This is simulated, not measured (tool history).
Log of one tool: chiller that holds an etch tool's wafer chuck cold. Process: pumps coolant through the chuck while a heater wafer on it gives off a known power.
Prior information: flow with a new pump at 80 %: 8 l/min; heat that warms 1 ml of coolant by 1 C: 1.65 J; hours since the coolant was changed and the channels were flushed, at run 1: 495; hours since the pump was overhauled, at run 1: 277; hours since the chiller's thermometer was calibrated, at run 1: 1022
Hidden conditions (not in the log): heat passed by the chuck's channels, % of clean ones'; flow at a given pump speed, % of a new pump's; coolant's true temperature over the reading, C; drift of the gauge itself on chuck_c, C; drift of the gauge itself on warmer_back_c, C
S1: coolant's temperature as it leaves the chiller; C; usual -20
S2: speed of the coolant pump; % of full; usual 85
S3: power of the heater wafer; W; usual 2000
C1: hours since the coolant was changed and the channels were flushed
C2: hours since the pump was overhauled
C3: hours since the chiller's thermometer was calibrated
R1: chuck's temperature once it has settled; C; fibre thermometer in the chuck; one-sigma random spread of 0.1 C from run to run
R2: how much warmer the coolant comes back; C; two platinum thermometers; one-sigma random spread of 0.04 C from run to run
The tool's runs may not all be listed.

run 1 hour=0 | S1=-20 S2=85 S3=2000 | C1=495 C2=277 C3=1022 | R1=-3.8 R2=8.76
run 2 hour=104.3 | S1=-20 S2=85 S3=2000 | C1=599 C2=382 C3=1126 | R1=-3.5 R2=8.69
run 3 hour=182.4 | S1=-20 S2=85 S3=2877 | C1=677 C2=460 C3=1204 | R1=4 R2=12.5
run 4 hour=287.5 | S1=-20 S2=85 S3=2877 | C1=783 C2=565 C3=1310 | R1=4 R2=12.68
run 5 hour=376.8 | S1=-20 S2=85 S3=2877 | C1=872 C2=654 C3=1399 | R1=4.1 R2=12.63
run 6 hour=506.5 | S1=-20 S2=85 S3=2877 | C1=1002 C2=784 C3=1529 | R1=4.5 R2=12.68
run 7 hour=596.8 | S1=-20 S2=85 S3=2877 | C1=1092 C2=874 C3=1619 | R1=4.5 R2=12.75
run 8 hour=711.1 | S1=-20 S2=85 S3=2877 | C1=1206 C2=988 C3=1733 | R1=4.7 R2=12.9
run 9 hour=891.6 | S1=-20 S2=85 S3=2000 | C1=1387 C2=1169 C3=1914 | R1=-2.5 R2=8.99
run 10 hour=1017.7 | S1=-20 S2=95 S3=2000 | C1=1513 C2=1295 C3=2040 | R1=-3.8 R2=8.05
run 11 hour=1104.2 | S1=-28 S2=95 S3=2000 | C1=1599 C2=1382 C3=2126 | R1=-11.7 R2=8.08
run 12 hour=1241.8 | S1=-20 S2=85 S3=2000 | C1=1737 C2=1519 C3=2264 | R1=-2.1 R2=9.04
run 13 hour=1338.7 | S1=-20 S2=85 S3=2000 | C1=1834 C2=1616 C3=2361 | R1=-2 R2=9.04
run 14 hour=1452.5 | S1=-20 S2=85 S3=2000 | C1=1948 C2=1730 C3=2475 | R1=-2 R2=9.15
run 15 hour=1611 | S1=-20 S2=85 S3=2000 | C1=2106 C2=1888 C3=2633 | R1=-1.6 R2=9.2
run 16 hour=1783.7 | S1=-20 S2=85 S3=2000 | C1=2279 C2=2061 C3=2806 | R1=-1.4 R2=9.29
run 17 hour=1925.5 | S1=-20 S2=85 S3=2000 | C1=2421 C2=2203 C3=2948 | R1=-1.3 R2=9.29
run 18 hour=2012.1 | S1=-22 S2=85 S3=2000 | C1=2507 C2=2289 C3=3034 | R1=-3.1 R2=9.32
run 19 hour=2125 | S1=-22 S2=60 S3=1096 | C1=2620 C2=2402 C3=3147 | R1=-8.3 R2=7.3
-- hour=2139.7 chiller's thermometer calibrated
run 20 hour=2208.5 | S1=-22 S2=60 S3=1096 | C1=2702 C2=2485 C3=69 | R1=-8 R2=7.28
run 21 hour=2359.9 | S1=-28 S2=70 S3=1981 | C1=2854 C2=2636 C3=220 | R1=-5.5 R2=11.39
-- hour=2412.8 chiller's thermometer calibrated, once more
run 22 hour=2504.5 | S1=-19 S2=72 S3=1981 | C1=2997 C2=2780 C3=92 | R1=2.8 R2=11.24
run 23 hour=2604.5 | S1=-30 S2=93 S3=1758 | C1=3098 C2=2880 C3=192 | R1=-14 R2=7.69
run 24 hour=2762.9 | S1=-30 S2=93 S3=1758 | C1=3256 C2=3038 C3=350 | R1=-13.7 R2=7.72
run 25 hour=2860.1 | S1=-21 S2=64 S3=2000 | C1=3353 C2=3135 C3=447 | R1=3.6 R2=12.86
run 26 hour=2974.5 | S1=-18 S2=62 S3=1392 | C1=3468 C2=3250 C3=562 | R1=-0.1 R2=9.24
run 27 hour=3080 | S1=-22 S2=61 S3=2233 | C1=3573 C2=3355 C3=667 | R1=7.2 R2=15.08
run 28 hour=3155.8 | S1=-22 S2=61 S3=2233 | C1=3649 C2=3431 C3=743 | R1=7.2 R2=15.24
run 29 hour=3235.8 | S1=-25 S2=82 S3=1340 | C1=3729 C2=3511 C3=823 | R1=-10.7 R2=6.82
run 30 hour=3362.1 | S1=-16 S2=85 S3=2565 | C1=3855 C2=3637 C3=949 | R1=10.6 R2=12.63
run 31 hour=3457.4 | S1=-29 S2=93 S3=2296 | C1=3950 C2=3733 C3=1045 | R1=-6.6 R2=10.4

How the hidden state differs across the entries between the runs, from the last listed run before each to the first after it:
From run 19 to run 20: chiller's thermometer calibrated (hour 2139.7)
  heat passed by the chuck's channels, % of clean ones': 86.4 -> 85.9; flow at a given pump speed, % of a new pump's: 91.5 -> 91.1; coolant's true temperature over the reading, C: 0.25 -> 0.37
  measured less the result without the state, R1: +2.3 -> +2.4 C; R2: +0.62 -> +0.64 C
From run 21 to run 22: chiller's thermometer calibrated, once more (hour 2412.8)
  heat passed by the chuck's channels, % of clean ones': 85.2 -> 84.4; flow at a given pump speed, % of a new pump's: 90.6 -> 90.1; coolant's true temperature over the reading, C: 0.38 -> -0.01
  measured less the result without the state, R1: +4.1 -> +3.8 C; R2: +1.07 -> +1.11 C
